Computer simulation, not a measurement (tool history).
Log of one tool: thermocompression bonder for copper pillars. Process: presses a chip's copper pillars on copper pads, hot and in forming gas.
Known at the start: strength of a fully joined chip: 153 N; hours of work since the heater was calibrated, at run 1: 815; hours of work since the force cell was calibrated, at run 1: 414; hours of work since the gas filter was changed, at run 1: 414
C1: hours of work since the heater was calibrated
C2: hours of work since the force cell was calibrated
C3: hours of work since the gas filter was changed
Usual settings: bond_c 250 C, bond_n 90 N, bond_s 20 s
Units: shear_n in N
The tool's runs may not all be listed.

Run 1, hour 0.0: usual settings; C1 815; C2 414; C3 414. Result: shear_n 94.5 N.
At hour 15.9: forming gas filter changed.
Run 2, hour 84.1: usual settings; C1 868; C2 467; C3 44. Result: shear_n 102.0 N.
At hour 120.5: heater calibrated with a thermocouple chip.
Run 3, hour 172.8: usual settings but bond_s 13 s; C1 33; C2 523; C3 99. Result: shear_n 92.0 N.
Run 4, hour 234.2: usual settings but bond_c 235 C, bond_s 13 s; C1 72; C2 562; C3 138. Result: shear_n 80.6 N.
Run 5, hour 280.3: usual settings; C1 102; C2 591; C3 167. Result: shear_n 103.0 N.
Run 6, hour 333.0: usual settings but bond_s 16 s; C1 136; C2 625; C3 201. Result: shear_n 95.8 N.
Run 7, hour 404.5: usual settings but bond_s 16 s; C1 181; C2 670; C3 247. Result: shear_n 94.4 N.
Run 8, hour 462.8: usual settings but bond_s 16 s; C1 218; C2 707; C3 284. Result: shear_n 95.6 N.
Run 9, hour 502.4: usual settings but bond_c 226 C, bond_n 117 N, bond_s 16 s; C1 244; C2 733; C3 309. Result: shear_n 95.4 N.
Run 10, hour 583.1: usual settings but bond_n 56 N, bond_s 54 s; C1 295; C2 784; C3 361. Result: shear_n 98.1 N.
Run 11, hour 631.4: usual settings but bond_s 10 s; C1 326; C2 815; C3 391. Result: shear_n 83.6 N.
At hour 646.0: heater calibrated with a thermocouple chip, once more.
At hour 684.4: forming gas filter changed.
Run 12, hour 723.9: usual settings but bond_c 274 C, bond_n 122 N, bond_s 11 s; C1 49; C2 872; C3 25. Result: shear_n 111.5 N.
Run 13, hour 804.7: usual settings but bond_n 70 N, bond_s 12 s; C1 101; C2 924; C3 77. Result: shear_n 63.7 N.
Run 14, hour 866.9: usual settings but bond_n 70 N, bond_s 12 s; C1 141; C2 964; C3 116. Result: shear_n 61.9 N.
Run 15, hour 904.9: usual settings but bond_n 94 N, bond_s 23 s; C1 165; C2 988; C3 141. Result: shear_n 98.2 N.
Run 16, hour 963.7: usual settings but bond_n 81 N; C1 202; C2 1025; C3 178. Result: shear_n 85.4 N.

4 ways to go on from here, each from the tool as it stands after run 16. What would each give?
Run A, hour 1055.6: usual settings but bond_c 265 C, bond_n 81 N, bond_s 24 s; C1 261; C2 1084; C3 237. Result: shear_n ?.
Run B, hour 1055.6: usual settings but bond_c 244 C, bond_n 104 N, bond_s 34 s; C1 261; C2 1084; C3 237. Result: shear_n ?.
Run C, hour 1055.6: usual settings but bond_c 239 C, bond_n 124 N; C1 261; C2 1084; C3 237. Result: shear_n ?.
Run D, hour 1055.6: usual settings but bond_n 55 N, bond_s 33 s; C1 261; C2 1084; C3 237. Result: shear_n ?.

run  shear_n
  A     99.9
  B    109.9
  C    102.1
  D     73.5
Without the tool's hidden state the same runs would have given:
run  shear_n
  A    104.3
  B    114.4
  C    106.3
  D     76.7

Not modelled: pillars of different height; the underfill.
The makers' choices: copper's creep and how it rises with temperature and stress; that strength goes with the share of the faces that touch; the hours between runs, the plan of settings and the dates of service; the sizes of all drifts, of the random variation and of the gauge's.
